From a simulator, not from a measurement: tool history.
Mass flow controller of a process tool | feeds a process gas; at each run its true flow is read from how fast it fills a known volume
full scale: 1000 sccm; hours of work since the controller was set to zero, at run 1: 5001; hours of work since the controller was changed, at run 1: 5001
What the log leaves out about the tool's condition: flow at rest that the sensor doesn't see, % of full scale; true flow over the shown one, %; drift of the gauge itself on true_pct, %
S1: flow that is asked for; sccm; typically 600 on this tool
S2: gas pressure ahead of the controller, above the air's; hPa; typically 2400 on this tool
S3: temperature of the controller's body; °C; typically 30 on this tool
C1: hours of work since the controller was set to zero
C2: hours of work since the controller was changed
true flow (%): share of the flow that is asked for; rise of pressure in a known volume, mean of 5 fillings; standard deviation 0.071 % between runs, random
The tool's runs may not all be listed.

run 1 hour=0 | S1=600 S2=2400 S3=30 | C1=5001 C2=5001 | true_flow_(%)=99.8
run 2 hour=119.4 | S1=600 S2=2400 S3=30 | C1=5078 C2=5078 | true_flow_(%)=99.68
run 3 hour=397.1 | S1=600 S2=2400 S3=23 | C1=5256 C2=5256 | true_flow_(%)=99.53
run 4 hour=653.9 | S1=600 S2=2400 S3=23 | C1=5420 C2=5420 | true_flow_(%)=99.81
run 5 hour=858.4 | S1=600 S2=2400 S3=30 | C1=5551 C2=5551 | true_flow_(%)=100.53
run 6 hour=1092 | S1=600 S2=2400 S3=30 | C1=5701 C2=5701 | true_flow_(%)=100.55
run 7 hour=1355.3 | S1=600 S2=2400 S3=30 | C1=5870 C2=5870 | true_flow_(%)=100.72
run 8 hour=1544 | S1=600 S2=2550 S3=30 | C1=5991 C2=5991 | true_flow_(%)=100.85
run 9 hour=1821.4 | S1=600 S2=2400 S3=27 | C1=6169 C2=6169 | true_flow_(%)=100.77
run 10 hour=1981.6 | S1=600 S2=2400 S3=30 | C1=6271 C2=6271 | true_flow_(%)=101.17
run 11 hour=2227 | S1=600 S2=2400 S3=30 | C1=6429 C2=6429 | true_flow_(%)=101.52
-- hour=2292.1 gauge calibrated
run 12 hour=2493.1 | S1=600 S2=2400 S3=21 | C1=6599 C2=6599 | true_flow_(%)=98.97
run 13 hour=2764.1 | S1=600 S2=2400 S3=21 | C1=6773 C2=6773 | true_flow_(%)=99.37
run 14 hour=2893.3 | S1=922 S2=2400 S3=30 | C1=6856 C2=6856 | true_flow_(%)=100.5
run 15 hour=3077.8 | S1=922 S2=2400 S3=30 | C1=6974 C2=6974 | true_flow_(%)=100.68
run 16 hour=3204.1 | S1=922 S2=2400 S3=30 | C1=7055 C2=7055 | true_flow_(%)=100.8
run 17 hour=3391.8 | S1=922 S2=2400 S3=30 | C1=7175 C2=7175 | true_flow_(%)=100.95
run 18 hour=3533.9 | S1=600 S2=2400 S3=23 | C1=7267 C2=7267 | true_flow_(%)=100.13
run 19 hour=3712.2 | S1=600 S2=2400 S3=30 | C1=7381 C2=7381 | true_flow_(%)=100.81
run 20 hour=3985.7 | S1=600 S2=2400 S3=30 | C1=7556 C2=7556 | true_flow_(%)=101.13
run 21 hour=4225.9 | S1=600 S2=2400 S3=30 | C1=7710 C2=7710 | true_flow_(%)=101.25
run 22 hour=4405.8 | S1=600 S2=2400 S3=30 | C1=7825 C2=7825 | true_flow_(%)=101.4
run 23 hour=4611.8 | S1=600 S2=2400 S3=30 | C1=7957 C2=7957 | true_flow_(%)=101.53
run 24 hour=4870.3 | S1=600 S2=2400 S3=30 | C1=8123 C2=8123 | true_flow_(%)=101.77
run 25 hour=5000 | S1=600 S2=2400 S3=30 | C1=8206 C2=8206 | true_flow_(%)=101.67
run 26 hour=5164.6 | S1=459 S2=1840 S3=30 | C1=8312 C2=8312 | true_flow_(%)=101.95
-- hour=5247.2 controller's zero set anew
run 27 hour=5402.2 | S1=459 S2=1840 S3=30 | C1=99 C2=8464 | true_flow_(%)=102.11
run 28 hour=5627.8 | S1=459 S2=1840 S3=30 | C1=244 C2=8608 | true_flow_(%)=102.36
run 29 hour=5796.8 | S1=459 S2=1840 S3=30 | C1=352 C2=8717 | true_flow_(%)=102.46
run 30 hour=6023.9 | S1=600 S2=2400 S3=30 | C1=498 C2=8862 | true_flow_(%)=102.6
run 31 hour=6195.2 | S1=600 S2=2400 S3=22 | C1=608 C2=8972 | true_flow_(%)=102.12
run 32 hour=6426.9 | S1=600 S2=1840 S3=30 | C1=756 C2=9121 | true_flow_(%)=103.16
run 33 hour=6558.5 | S1=739 S2=1840 S3=30 | C1=841 C2=9205 | true_flow_(%)=103.41
run 34 hour=6823.5 | S1=155 S2=2250 S3=30 | C1=1010 C2=9375 | true_flow_(%)=102.55
run 35 hour=7089 | S1=402 S2=2200 S3=30 | C1=1181 C2=9545 | true_flow_(%)=103.15
run 36 hour=7253.3 | S1=380 S2=1980 S3=24 | C1=1286 C2=9650 | true_flow_(%)=102.95
run 37 hour=7440.9 | S1=752 S2=2330 S3=30 | C1=1406 C2=9771 | true_flow_(%)=103.93
run 38 hour=7711 | S1=600 S2=2180 S3=30 | C1=1579 C2=9944 | true_flow_(%)=104.1
run 39 hour=7935.4 | S1=289 S2=2570 S3=28 | C1=1723 C2=10088 | true_flow_(%)=103.42
run 40 hour=8051.8 | S1=289 S2=2570 S3=28 | C1=1798 C2=10162 | true_flow_(%)=103.37
run 41 hour=8232.9 | S1=289 S2=2570 S3=28 | C1=1914 C2=10278 | true_flow_(%)=103.72
run 42 hour=8396.1 | S1=712 S2=2400 S3=32 | C1=2018 C2=10383 | true_flow_(%)=104.92
run 43 hour=8576.6 | S1=600 S2=2760 S3=36 | C1=2134 C2=10499 | true_flow_(%)=104.89
-- hour=8821.8 gauge calibrated
-- hour=8842.6 controller exchanged for a calibrated one
run 44 hour=8849.1 | S1=163 S2=1430 S3=23 | C1=4 C2=4 | true_flow_(%)=99.01
run 45 hour=9040.9 | S1=600 S2=2400 S3=30 | C1=127 C2=127 | true_flow_(%)=99.84
run 46 hour=9293.6 | S1=600 S2=2400 S3=30 | C1=289 C2=289 | true_flow_(%)=100.12
run 47 hour=9496 | S1=600 S2=2400 S3=30 | C1=419 C2=419 | true_flow_(%)=100.12
run 48 hour=9712.8 | S1=600 S2=2400 S3=30 | C1=558 C2=558 | true_flow_(%)=100.4

What would each run have given without the hidden state, its run-to-run variation left as it was?
run=1 true_flow_(%)=99.8
run=2 true_flow_(%)=99.59
run=3 true_flow_(%)=99.22
run=4 true_flow_(%)=99.3
run=5 true_flow_(%)=99.86
run=6 true_flow_(%)=99.7
run=7 true_flow_(%)=99.67
run=8 true_flow_(%)=99.65
run=9 true_flow_(%)=99.35
run=10 true_flow_(%)=99.62
run=11 true_flow_(%)=99.78
run=12 true_flow_(%)=98.81
run=13 true_flow_(%)=99.01
run=14 true_flow_(%)=100.03
run=15 true_flow_(%)=100.06
run=16 true_flow_(%)=100.09
run=17 true_flow_(%)=100.09
run=18 true_flow_(%)=99.17
run=19 true_flow_(%)=99.7
run=20 true_flow_(%)=99.81
run=21 true_flow_(%)=99.75
run=22 true_flow_(%)=99.75
run=23 true_flow_(%)=99.72
run=24 true_flow_(%)=99.76
run=25 true_flow_(%)=99.56
run=26 true_flow_(%)=99.7
run=27 true_flow_(%)=99.7
run=28 true_flow_(%)=99.77
run=29 true_flow_(%)=99.74
run=30 true_flow_(%)=99.7
run=31 true_flow_(%)=99.11
run=32 true_flow_(%)=99.94
run=33 true_flow_(%)=100.08
run=34 true_flow_(%)=99.05
run=35 true_flow_(%)=99.43
run=36 true_flow_(%)=99.11
run=37 true_flow_(%)=99.92
run=38 true_flow_(%)=99.87
run=39 true_flow_(%)=99.06
run=40 true_flow_(%)=98.92
run=41 true_flow_(%)=99.12
run=42 true_flow_(%)=100.15
run=43 true_flow_(%)=99.98
run=44 true_flow_(%)=98.99
run=45 true_flow_(%)=99.67
run=46 true_flow_(%)=99.76
run=47 true_flow_(%)=99.59
run=48 true_flow_(%)=99.7

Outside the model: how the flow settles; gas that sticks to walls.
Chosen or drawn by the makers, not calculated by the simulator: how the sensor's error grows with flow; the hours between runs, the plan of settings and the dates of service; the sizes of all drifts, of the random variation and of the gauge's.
